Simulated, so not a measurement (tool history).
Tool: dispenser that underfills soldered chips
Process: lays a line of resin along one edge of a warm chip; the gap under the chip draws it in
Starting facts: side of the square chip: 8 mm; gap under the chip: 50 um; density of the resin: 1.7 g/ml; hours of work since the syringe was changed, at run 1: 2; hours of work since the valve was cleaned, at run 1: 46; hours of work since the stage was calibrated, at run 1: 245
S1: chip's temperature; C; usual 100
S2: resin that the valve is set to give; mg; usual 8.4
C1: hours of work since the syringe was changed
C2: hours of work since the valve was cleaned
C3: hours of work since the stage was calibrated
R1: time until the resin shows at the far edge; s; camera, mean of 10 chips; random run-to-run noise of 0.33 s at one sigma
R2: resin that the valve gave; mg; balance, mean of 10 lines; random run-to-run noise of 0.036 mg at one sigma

| run | hour | S1 | S2 | C1 | C2 | C3 | R1 | R2 |
|---|---|---|---|---|---|---|---|---|
| 1 | 0 | 100 | 8.4 | 2 | 46 | 245 | 13.7 | 8.17 |
| 2 | 12.2 | 100 | 8.4 | 10 | 53 | 252 | 21.6 | 8.11 |
|  | 14 | new syringe of resin |
| 3 | 24.7 | 87 | 8.4 | 7 | 61 | 260 | 27.2 | 8.08 |
|  | 30.3 | new syringe of resin |
| 4 | 37.9 | 100 | 8.4 | 5 | 69 | 268 | 17.1 | 7.89 |
|  | 46.7 | new syringe of resin |
| 5 | 49.3 | 110 | 8.4 | 2 | 76 | 275 | 10.4 | 7.89 |
|  | 56.5 | dispensing valve cleaned and set on the balance |
| 6 | 57.9 | 110 | 8.4 | 6 | 1 | 280 | 13.1 | 8.4 |
|  | 64.4 | new syringe of resin |
| 7 | 75.5 | 90 | 8.4 | 7 | 12 | 291 | 25.8 | 8.29 |
|  | 81 | new syringe of resin |
| 8 | 89.1 | 88 | 8.4 | 5 | 20 | 299 | 24.1 | 8.36 |
|  | 97.1 | new syringe of resin |
| 9 | 99.9 | 87 | 8.4 | 2 | 27 | 306 | 20.5 | 8.18 |
| 10 | 110.4 | 100 | 8.87 | 8 | 33 | 313 | 19.3 | 8.62 |
|  | 113.8 | new syringe of resin |
| 11 | 124 | 100 | 8.4 | 6 | 42 | 321 | 17.4 | 8.2 |
|  | 130.1 | new syringe of resin |
| 12 | 131.9 | 113 | 8.4 | 1 | 47 | 326 | 9.2 | 8.09 |
| 13 | 143.7 | 113 | 8.4 | 9 | 54 | 333 | 13.5 | 8.09 |

Forecast run 14:
|  | 146.4 | new syringe of resin |
| 14 | 158.3 | 113 | 8.4 | 7 | 63 | 342 | ? | ? |

R1: 11.9 s
R2: 7.94 mg
With no hidden state in the tool, this same run would have given R1 8.3 s, R2 8.36 mg.
